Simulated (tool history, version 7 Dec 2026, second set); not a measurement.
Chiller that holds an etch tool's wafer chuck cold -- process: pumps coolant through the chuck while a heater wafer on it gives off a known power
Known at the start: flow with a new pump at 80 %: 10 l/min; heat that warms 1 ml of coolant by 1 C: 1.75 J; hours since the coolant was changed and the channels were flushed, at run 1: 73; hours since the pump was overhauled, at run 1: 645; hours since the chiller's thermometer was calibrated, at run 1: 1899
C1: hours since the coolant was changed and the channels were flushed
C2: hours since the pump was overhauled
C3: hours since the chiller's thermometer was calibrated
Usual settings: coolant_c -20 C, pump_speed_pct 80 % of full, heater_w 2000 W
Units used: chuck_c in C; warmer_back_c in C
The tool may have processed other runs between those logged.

{"run": 1, "hour": 0.0, "coolant_c": -20, "pump_speed_pct": 80, "heater_w": 2000, "C1": 73, "C2": 645, "C3": 1899, "chuck_c": 1.8, "warmer_back_c": 6.89}
{"run": 2, "hour": 30.5, "coolant_c": -20, "pump_speed_pct": 80, "heater_w": 2000, "C1": 103, "C2": 676, "C3": 1929, "chuck_c": 1.8, "warmer_back_c": 6.89}
{"run": 3, "hour": 62.5, "coolant_c": -20, "pump_speed_pct": 80, "heater_w": 1172, "C1": 135, "C2": 708, "C3": 1961, "chuck_c": -7.3, "warmer_back_c": 4.08}
{"run": 4, "hour": 83.6, "coolant_c": -15, "pump_speed_pct": 80, "heater_w": 2000, "C1": 156, "C2": 729, "C3": 1982, "chuck_c": 6.8, "warmer_back_c": 6.9}
{"run": 5, "hour": 112.8, "coolant_c": -15, "pump_speed_pct": 80, "heater_w": 2000, "C1": 185, "C2": 758, "C3": 2011, "chuck_c": 6.7, "warmer_back_c": 6.91}
{"run": 6, "hour": 128.0, "coolant_c": -15, "pump_speed_pct": 80, "heater_w": 2000, "C1": 201, "C2": 773, "C3": 2027, "chuck_c": 6.8, "warmer_back_c": 6.99}
{"run": 7, "hour": 156.1, "coolant_c": -15, "pump_speed_pct": 80, "heater_w": 2000, "C1": 229, "C2": 801, "C3": 2055, "chuck_c": 6.9, "warmer_back_c": 6.86}
{"run": 8, "hour": 186.5, "coolant_c": -20, "pump_speed_pct": 91, "heater_w": 2000, "C1": 259, "C2": 832, "C3": 2085, "chuck_c": 0.3, "warmer_back_c": 6.12}
{"run": 9, "hour": 202.2, "coolant_c": -20, "pump_speed_pct": 91, "heater_w": 2000, "C1": 275, "C2": 847, "C3": 2101, "chuck_c": 0.3, "warmer_back_c": 6.17}
{"run": 10, "hour": 216.5, "coolant_c": -20, "pump_speed_pct": 91, "heater_w": 1633, "C1": 289, "C2": 862, "C3": 2115, "chuck_c": -3.4, "warmer_back_c": 4.98}
{"run": 11, "hour": 246.2, "coolant_c": -20, "pump_speed_pct": 80, "heater_w": 2000, "C1": 319, "C2": 891, "C3": 2145, "chuck_c": 1.9, "warmer_back_c": 7.09}
{"run": 12, "hour": 272.8, "coolant_c": -19, "pump_speed_pct": 80, "heater_w": 2000, "C1": 345, "C2": 918, "C3": 2171, "chuck_c": 2.9, "warmer_back_c": 7.1}
{"run": 13, "hour": 285.9, "coolant_c": -20, "pump_speed_pct": 80, "heater_w": 2000, "C1": 359, "C2": 931, "C3": 2185, "chuck_c": 1.6, "warmer_back_c": 7.09}
{"run": 14, "hour": 304.8, "coolant_c": -20, "pump_speed_pct": 80, "heater_w": 2000, "C1": 377, "C2": 950, "C3": 2203, "chuck_c": 1.8, "warmer_back_c": 7.02}
{"run": 15, "hour": 331.7, "coolant_c": -20, "pump_speed_pct": 79, "heater_w": 2000, "C1": 404, "C2": 977, "C3": 2230, "chuck_c": 2, "warmer_back_c": 7.23}
{"run": 16, "hour": 351.5, "coolant_c": -28, "pump_speed_pct": 80, "heater_w": 2000, "C1": 424, "C2": 997, "C3": 2250, "chuck_c": -6.3, "warmer_back_c": 7.14}
{"run": 17, "hour": 379.3, "coolant_c": -15, "pump_speed_pct": 66, "heater_w": 2000, "C1": 452, "C2": 1025, "C3": 2278, "chuck_c": 9.2, "warmer_back_c": 8.59}
{"run": 18, "hour": 398.9, "coolant_c": -15, "pump_speed_pct": 61, "heater_w": 1522, "C1": 472, "C2": 1044, "C3": 2298, "chuck_c": 4.2, "warmer_back_c": 7.13}
{"run": 19, "hour": 430.4, "coolant_c": -15, "pump_speed_pct": 61, "heater_w": 1522, "C1": 503, "C2": 1076, "C3": 2329, "chuck_c": 4.3, "warmer_back_c": 7.2}
{"run": 20, "hour": 446.0, "coolant_c": -15, "pump_speed_pct": 61, "heater_w": 1522, "C1": 519, "C2": 1091, "C3": 2345, "chuck_c": 4.2, "warmer_back_c": 7.18}
{"run": 21, "hour": 472.1, "coolant_c": -26, "pump_speed_pct": 77, "heater_w": 1985, "C1": 545, "C2": 1117, "C3": 2371, "chuck_c": -4, "warmer_back_c": 7.34}
{"run": 22, "hour": 485.5, "coolant_c": -20, "pump_speed_pct": 85, "heater_w": 2000, "C1": 558, "C2": 1131, "C3": 2384, "chuck_c": 1, "warmer_back_c": 6.74}
{"run": 23, "hour": 513.4, "coolant_c": -22, "pump_speed_pct": 78, "heater_w": 2798, "C1": 586, "C2": 1159, "C3": 2412, "chuck_c": 9, "warmer_back_c": 10.21}
{"run": 24, "hour": 541.7, "coolant_c": -20, "pump_speed_pct": 80, "heater_w": 2557, "C1": 614, "C2": 1187, "C3": 2440, "chuck_c": 7.7, "warmer_back_c": 9.22}
{"run": 25, "hour": 567.4, "coolant_c": -24, "pump_speed_pct": 67, "heater_w": 1212, "C1": 640, "C2": 1213, "C3": 2466, "chuck_c": -9.6, "warmer_back_c": 5.36}
{"run": 26, "hour": 597.7, "coolant_c": -19, "pump_speed_pct": 67, "heater_w": 1212, "C1": 670, "C2": 1243, "C3": 2496, "chuck_c": -4.7, "warmer_back_c": 5.37}
{"run": 27, "hour": 620.3, "coolant_c": -19, "pump_speed_pct": 67, "heater_w": 1212, "C1": 693, "C2": 1266, "C3": 2519, "chuck_c": -4.2, "warmer_back_c": 5.37}
{"run": 28, "hour": 639.9, "coolant_c": -11, "pump_speed_pct": 68, "heater_w": 1459, "C1": 713, "C2": 1285, "C3": 2538, "chuck_c": 6.3, "warmer_back_c": 6.34}
{"hour": 652.4, "done": "chiller's thermometer calibrated"}
{"run": 29, "hour": 659.0, "coolant_c": -11, "pump_speed_pct": 67, "heater_w": 2802, "C1": 731, "C2": 1303, "C3": 7, "chuck_c": 22.7, "warmer_back_c": 11.91}
{"hour": 687.3, "done": "gauge calibrated"}
{"run": 30, "hour": 688.4, "coolant_c": -20, "pump_speed_pct": 80, "heater_w": 2358, "C1": 760, "C2": 1333, "C3": 36, "chuck_c": 5.5, "warmer_back_c": 8.12}
{"run": 31, "hour": 702.2, "coolant_c": -17, "pump_speed_pct": 62, "heater_w": 1691, "C1": 774, "C2": 1346, "C3": 50, "chuck_c": 3.9, "warmer_back_c": 7.56}

5 options for the next run, each taken on its own from the tool as it stands now. Forecast them:
{"run": "A", "hour": 718.1, "coolant_c": -20, "pump_speed_pct": 61, "heater_w": 2039, "C1": 790, "C2": 1362, "C3": 66, "chuck_c": "?", "warmer_back_c": "?"}
{"run": "B", "hour": 718.1, "coolant_c": -10, "pump_speed_pct": 93, "heater_w": 2234, "C1": 790, "C2": 1362, "C3": 66, "chuck_c": "?", "warmer_back_c": "?"}
{"run": "C", "hour": 718.1, "coolant_c": -24, "pump_speed_pct": 64, "heater_w": 1524, "C1": 790, "C2": 1362, "C3": 66, "chuck_c": "?", "warmer_back_c": "?"}
{"run": "D", "hour": 718.1, "coolant_c": -19, "pump_speed_pct": 70, "heater_w": 1508, "C1": 790, "C2": 1362, "C3": 66, "chuck_c": "?", "warmer_back_c": "?"}
{"run": "E", "hour": 718.1, "coolant_c": -14, "pump_speed_pct": 82, "heater_w": 2544, "C1": 790, "C2": 1362, "C3": 66, "chuck_c": "?", "warmer_back_c": "?"}

run=A chuck_c=5.7 warmer_back_c=9.3
run=B chuck_c=12.4 warmer_back_c=6.6
run=C chuck_c=-5.3 warmer_back_c=6.6
run=D chuck_c=-1.3 warmer_back_c=5.99
run=E chuck_c=13.2 warmer_back_c=8.48
With the hidden condition removed and each run's random variation left untouched, the same runs would have given:
run=A chuck_c=5.7 warmer_back_c=9.27
run=B chuck_c=12.4 warmer_back_c=6.57
run=C chuck_c=-5.3 warmer_back_c=6.58
run=D chuck_c=-1.3 warmer_back_c=5.97
run=E chuck_c=13.2 warmer_back_c=8.46

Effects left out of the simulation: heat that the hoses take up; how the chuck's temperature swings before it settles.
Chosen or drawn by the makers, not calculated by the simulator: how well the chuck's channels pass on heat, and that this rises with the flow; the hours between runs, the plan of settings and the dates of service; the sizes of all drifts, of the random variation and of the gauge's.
